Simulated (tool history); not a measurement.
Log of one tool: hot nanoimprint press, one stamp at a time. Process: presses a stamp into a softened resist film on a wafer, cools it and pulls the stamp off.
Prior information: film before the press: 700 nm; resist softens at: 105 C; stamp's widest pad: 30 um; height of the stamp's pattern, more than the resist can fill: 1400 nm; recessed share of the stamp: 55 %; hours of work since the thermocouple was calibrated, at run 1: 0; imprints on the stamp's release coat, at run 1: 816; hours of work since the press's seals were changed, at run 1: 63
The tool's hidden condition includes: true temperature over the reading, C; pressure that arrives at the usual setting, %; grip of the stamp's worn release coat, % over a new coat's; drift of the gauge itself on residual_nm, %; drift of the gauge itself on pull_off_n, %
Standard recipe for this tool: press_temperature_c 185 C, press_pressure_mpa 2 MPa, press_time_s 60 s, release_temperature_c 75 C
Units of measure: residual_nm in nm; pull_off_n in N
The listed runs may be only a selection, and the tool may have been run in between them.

| run | hour | press_temperature_c | press_pressure_mpa | press_time_s | release_temperature_c | hours of work since the thermocouple was calibrated | imprints on the stamp's release coat | hours of work since the press's seals were changed | residual_nm | pull_off_n |
|---|---|---|---|---|---|---|---|---|---|---|
| 1 | 0 | 185 | 2 | 60 | 75 | 0 | 816 | 63 | 407 | 234 |
| 2 | 63 | 185 | 2 | 60 | 75 | 37 | 967 | 100 | 411.9 | 242 |
|  | 85.2 | stamp cleaned and given a new release coat |
| 3 | 103.1 | 185 | 2 | 60 | 75 | 57 | 43 | 120 | 410.8 | 201 |
| 4 | 137.5 | 185 | 2 | 60 | 75 | 77 | 125 | 140 | 411.7 | 209 |
| 5 | 189.1 | 185 | 2 | 60 | 75 | 107 | 248 | 171 | 413.6 | 217 |
| 6 | 220.1 | 185 | 2 | 60 | 75 | 126 | 322 | 189 | 418.5 | 219 |
| 7 | 271.4 | 185 | 2 | 60 | 75 | 156 | 445 | 219 | 416.4 | 221 |
| 8 | 338.4 | 196 | 2 | 60 | 75 | 195 | 605 | 258 | 271.1 | 228 |
| 9 | 372 | 196 | 2 | 60 | 75 | 215 | 686 | 278 | 275 | 234 |
| 10 | 412 | 196 | 2.42 | 60 | 75 | 238 | 781 | 302 | 253.9 | 245 |
| 11 | 441.5 | 196 | 2.42 | 60 | 75 | 255 | 852 | 319 | 254.5 | 241 |
|  | 513.2 | stamp cleaned and given a new release coat |
| 12 | 516.6 | 196 | 2.42 | 60 | 75 | 296 | 8 | 359 | 255.3 | 204 |
| 13 | 584.2 | 185 | 2.48 | 60 | 75 | 336 | 170 | 399 | 396.3 | 209 |
| 14 | 637.1 | 188 | 2 | 60 | 75 | 367 | 296 | 430 | 384.7 | 219 |
| 15 | 702.9 | 185 | 2 | 60 | 75 | 405 | 453 | 469 | 438.2 | 222 |
|  | 722.7 | plate thermocouple calibrated |
| 16 | 764.2 | 184 | 2.86 | 62 | 80 | 24 | 593 | 503 | 413.4 | 217 |
| 17 | 797.5 | 184 | 2.86 | 62 | 80 | 44 | 672 | 522 | 414.9 | 224 |
| 18 | 850.4 | 184 | 2.86 | 62 | 80 | 75 | 799 | 553 | 414.2 | 227 |
| 19 | 897.3 | 184 | 2.86 | 62 | 80 | 102 | 911 | 581 | 413.5 | 236 |
|  | 919.7 | press's hydraulic seals changed and the load cell set to zero |
| 20 | 939.5 | 190 | 2.86 | 52 | 80 | 123 | 993 | 12 | 346.7 | 246 |
|  | 951.9 | stamp cleaned and given a new release coat |
|  | 966.6 | plate thermocouple calibrated, once more |
| 21 | 1017.9 | 190 | 2.86 | 52 | 80 | 30 | 151 | 52 | 301.2 | 191 |
| 22 | 1057.9 | 176 | 2 | 60 | 75 | 54 | 246 | 76 | 539.8 | 213 |
| 23 | 1116.8 | 183 | 2 | 63 | 75 | 88 | 387 | 110 | 431.2 | 213 |
| 24 | 1179.8 | 183 | 2 | 63 | 75 | 125 | 538 | 147 | 429.9 | 231 |
| 25 | 1215.1 | 180 | 2 | 45 | 75 | 146 | 622 | 168 | 513.8 | 237 |
| 26 | 1263.1 | 185 | 2 | 60 | 67 | 174 | 737 | 196 | 409.9 | 267 |
| 27 | 1307.6 | 185 | 2.63 | 56 | 67 | 200 | 843 | 222 | 379.2 | 266 |
| 28 | 1357.5 | 174 | 2.69 | 32 | 74 | 229 | 963 | 252 | 601 | 250 |
|  | 1379.9 | stamp cleaned and given a new release coat |
| 29 | 1403.9 | 174 | 2.69 | 32 | 74 | 253 | 57 | 275 | 596.4 | 215 |
| 30 | 1447.9 | 188 | 1.76 | 118 | 75 | 279 | 163 | 301 | 310.3 | 206 |

Hidden state at the last listed run before each entry between runs and at the first one after, where it differs:
After run 2, before run 3: stamp cleaned and given a new release coat (hour 85.2)
  true temperature over the reading, C: -0.58 -> -0.66; pressure that arrives at the usual setting, %: 99.94 -> 99.89; grip of the stamp's worn release coat, % over a new coat's: 25.3 -> 1.1
  measured less the result without the state, residual_nm: +8.7 -> +10 nm; pull_off_n: +50 -> +5 N
After run 11, before run 12: stamp cleaned and given a new release coat (hour 513.2)
  true temperature over the reading, C: -1.51 -> -1.7; pressure that arrives at the usual setting, %: 99.38 -> 99.27; grip of the stamp's worn release coat, % over a new coat's: 22.1 -> 0.2
  measured less the result without the state, residual_nm: +16.3 -> +18.5 nm; pull_off_n: +49 -> +6 N
After run 15, before run 16: plate thermocouple calibrated (hour 722.7)
  true temperature over the reading, C: -2.17 -> -3.38; pressure that arrives at the usual setting, %: 99.01 -> 98.91; grip of the stamp's worn release coat, % over a new coat's: 11.5 -> 15.2
  measured less the result without the state, residual_nm: +34.3 -> +54 nm; pull_off_n: +30 -> +41 N
After run 19, before run 20: press's hydraulic seals changed and the load cell set to zero (hour 919.7)
  true temperature over the reading, C: -3.71 -> -3.8; pressure that arrives at the usual setting, %: 98.71 -> 99.59; grip of the stamp's worn release coat, % over a new coat's: 23.7 -> 26
  measured less the result without the state, residual_nm: +58.8 -> +51 nm; pull_off_n: +58 -> +64 N
After run 20, before run 21: stamp cleaned and given a new release coat (hour 951.9); plate thermocouple calibrated, once more (hour 966.6)
  true temperature over the reading, C: -3.8 -> -0.02; pressure that arrives at the usual setting, %: 99.59 -> 99.48; grip of the stamp's worn release coat, % over a new coat's: 26 -> 3.8
  measured less the result without the state, residual_nm: +51 -> +1.3 nm; pull_off_n: +64 -> +7 N
After run 28, before run 29: stamp cleaned and given a new release coat (hour 1379.9)
  true temperature over the reading, C: -0.89 -> -1; pressure that arrives at the usual setting, %: 98.95 -> 98.89; grip of the stamp's worn release coat, % over a new coat's: 25.1 -> 1.4
  measured less the result without the state, residual_nm: +11.2 -> +12.3 nm; pull_off_n: +53 -> +6 N
